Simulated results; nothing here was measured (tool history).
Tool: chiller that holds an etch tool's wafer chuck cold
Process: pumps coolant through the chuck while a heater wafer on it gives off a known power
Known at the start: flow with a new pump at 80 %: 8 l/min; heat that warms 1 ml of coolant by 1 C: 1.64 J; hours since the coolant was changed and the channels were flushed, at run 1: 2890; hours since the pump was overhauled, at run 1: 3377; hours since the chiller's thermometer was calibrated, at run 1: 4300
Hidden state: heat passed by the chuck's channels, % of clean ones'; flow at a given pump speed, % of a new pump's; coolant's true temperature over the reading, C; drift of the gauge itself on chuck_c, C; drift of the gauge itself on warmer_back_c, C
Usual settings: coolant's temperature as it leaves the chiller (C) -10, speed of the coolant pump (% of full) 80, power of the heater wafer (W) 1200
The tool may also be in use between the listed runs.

| run | day | coolant's temperature as it leaves the chiller (C) | speed of the coolant pump (% of full) | power of the heater wafer (W) | hours since the coolant was changed and the channels were flushed | hours since the pump was overhauled | hours since the chiller's thermometer was calibrated | chuck's temperature once it has settled (C) | how much warmer the coolant comes back (C) |
|---|---|---|---|---|---|---|---|---|---|
| 1 | 0 | -10 | 80 | 1200 | 2890 | 3377 | 4300 | -0.9 | 5.51 |
| 2 | 2.138 | -10 | 80 | 1200 | 2942 | 3428 | 4351 | -1 | 5.42 |
|  | 4.092 | chiller's thermometer calibrated |
| 3 | 4.608 | -10 | 80 | 1200 | 3000 | 3486 | 12 | -1 | 5.48 |
| 4 | 6.017 | -10 | 80 | 1200 | 3034 | 3520 | 46 | -1.1 | 5.4 |
| 5 | 9.133 | -10 | 80 | 1200 | 3109 | 3595 | 121 | -0.9 | 5.44 |
| 6 | 12.229 | -10 | 80 | 1200 | 3183 | 3669 | 195 | -0.9 | 5.49 |
| 7 | 13.967 | -10 | 80 | 1200 | 3225 | 3711 | 237 | -1 | 5.47 |
| 8 | 15.921 | -10 | 80 | 1621 | 3271 | 3758 | 284 | 2.2 | 7.4 |
| 9 | 18.038 | -10 | 80 | 1200 | 3322 | 3809 | 335 | -1 | 5.42 |
| 10 | 20.142 | -10 | 80 | 1200 | 3373 | 3859 | 385 | -0.8 | 5.4 |
| 11 | 21.788 | -10 | 88 | 1200 | 3412 | 3899 | 425 | -1.6 | 4.93 |
| 12 | 24.771 | -10 | 88 | 1200 | 3484 | 3970 | 496 | -1.6 | 4.88 |
| 13 | 27.825 | -10 | 88 | 1200 | 3557 | 4044 | 570 | -1.6 | 4.89 |
| 14 | 29.883 | -10 | 88 | 1200 | 3607 | 4093 | 619 | -1.5 | 4.79 |
| 15 | 31.554 | -10 | 88 | 1200 | 3647 | 4133 | 659 | -1.8 | 4.85 |
| 16 | 34.6 | -4 | 81 | 1200 | 3720 | 4206 | 732 | 5 | 5.27 |
| 17 | 36.458 | -18 | 81 | 1565 | 3764 | 4251 | 777 | -6.2 | 6.93 |
| 18 | 38.979 | -18 | 83 | 910 | 3825 | 4311 | 837 | -11.5 | 3.84 |
| 19 | 42.121 | -16 | 86 | 1047 | 3900 | 4387 | 913 | -8.5 | 4.34 |
| 20 | 45.183 | -10 | 84 | 1540 | 3974 | 4460 | 986 | 1.3 | 6.5 |
| 21 | 47.35 | -10 | 84 | 1540 | 4026 | 4512 | 1038 | 1.2 | 6.48 |
| 22 | 49.975 | -10 | 84 | 1540 | 4089 | 4575 | 1101 | 1.4 | 6.52 |
| 23 | 51.675 | -10 | 73 | 1200 | 4130 | 4616 | 1142 | -0.2 | 5.77 |
| 24 | 54.058 | -10 | 65 | 1016 | 4187 | 4673 | 1199 | -1 | 5.5 |
| 25 | 55.542 | -10 | 72 | 745 | 4222 | 4709 | 1235 | -3.8 | 3.54 |
| 26 | 57.317 | -8 | 76 | 757 | 4265 | 4751 | 1277 | -2 | 3.42 |
| 27 | 59.25 | -16 | 79 | 608 | 4311 | 4798 | 1324 | -11.3 | 2.56 |
| 28 | 61.158 | -16 | 79 | 608 | 4357 | 4844 | 1370 | -11.2 | 2.53 |
| 29 | 62.671 | -8 | 80 | 833 | 4393 | 4880 | 1406 | -1.6 | 3.6 |
| 30 | 64.925 | -2 | 73 | 946 | 4448 | 4934 | 1460 | 5.7 | 4.53 |

Some steps in how much warmer the coolant comes back (C) between neighbouring runs. How much of each would the tool show without its hidden state too (settings, what came in, random variation), and how much is left for the hidden state, with any gauge scatter that isn't in both results?
Run 3 -> 4: no setting changed, nothing entered. how much warmer the coolant comes back (C) -0.08: hidden state -0.02, all else -0.06.
Run 8 -> 9: power of the heater wafer (W) 1621 -> 1200. how much warmer the coolant comes back (C) -1.98: hidden state -0.01, all else -1.97.
Run 12 -> 13: no setting changed, nothing entered. how much warmer the coolant comes back (C) +0.01: hidden state -0.02, all else +0.03.
Run 17 -> 18: speed of the coolant pump (% of full) 81 -> 83, power of the heater wafer (W) 1565 -> 910. how much warmer the coolant comes back (C) -3.09: hidden state -0.01, all else -3.08.
Run 19 -> 20: coolant's temperature as it leaves the chiller (C) -16 -> -10, speed of the coolant pump (% of full) 86 -> 84, power of the heater wafer (W) 1047 -> 1540. how much warmer the coolant comes back (C) +2.16: hidden state -0.01, all else +2.17.
Run 26 -> 27: coolant's temperature as it leaves the chiller (C) -8 -> -16, speed of the coolant pump (% of full) 76 -> 79, power of the heater wafer (W) 757 -> 608. how much warmer the coolant comes back (C) -0.86: hidden state -0.02, all else -0.84.
